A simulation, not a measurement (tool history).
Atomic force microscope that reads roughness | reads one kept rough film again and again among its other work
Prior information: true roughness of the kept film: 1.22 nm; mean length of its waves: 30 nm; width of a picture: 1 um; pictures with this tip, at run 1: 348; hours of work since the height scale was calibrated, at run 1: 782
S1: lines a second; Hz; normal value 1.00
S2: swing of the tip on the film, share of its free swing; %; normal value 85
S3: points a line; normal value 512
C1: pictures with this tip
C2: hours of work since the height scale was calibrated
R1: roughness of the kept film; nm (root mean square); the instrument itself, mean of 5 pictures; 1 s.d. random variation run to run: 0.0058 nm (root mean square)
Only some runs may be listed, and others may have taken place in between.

run	hour	S1	S2	S3	C1	C2	R1
1	0.0	1.00	85	512	348	782	0.981
# hour 14.3: new tip fitted
2	20.5	1.00	85	512	10	793	1.038
3	44.1	1.00	85	512	49	805	1.035
4	83.3	1.00	85	512	113	825	1.024
5	106.7	1.00	85	512	151	837	1.022
6	154.4	1.00	85	512	230	861	1.002
# hour 159.1: height scale calibrated on a step standard
7	189.9	1.00	85	512	286	16	0.983
8	223.6	1.00	85	512	341	33	0.990
# hour 243.2: new tip fitted
9	267.1	1.75	85	314	39	55	0.941
# hour 279.8: height scale calibrated on a step standard, once more
10	291.2	0.68	85	512	77	6	1.078
11	312.6	0.84	55	723	112	17	1.146
12	335.4	3.73	71	438	149	28	0.945
13	373.4	3.73	71	438	211	48	0.930
14	416.9	1.88	86	440	283	70	0.897
15	441.7	1.00	85	280	323	82	0.986
# hour 471.0: new tip fitted
16	489.6	1.00	85	280	31	107	1.036

Here are 5 independent what-if runs from the current tool condition. What would each one return?
A	538.2	2.48	85	634	111	131	?
B	538.2	1.00	85	923	111	131	?
C	538.2	1.00	80	512	111	131	?
D	538.2	3.61	85	314	111	131	?
E	538.2	3.56	62	359	111	131	?

run	R1
A	0.892
B	1.056
C	1.052
D	0.800
E	1.027
Take away the tool's hidden state, keep each run's random variation, and the runs would have read:
run	R1
A	0.913
B	1.081
C	1.077
D	0.820
E	1.052
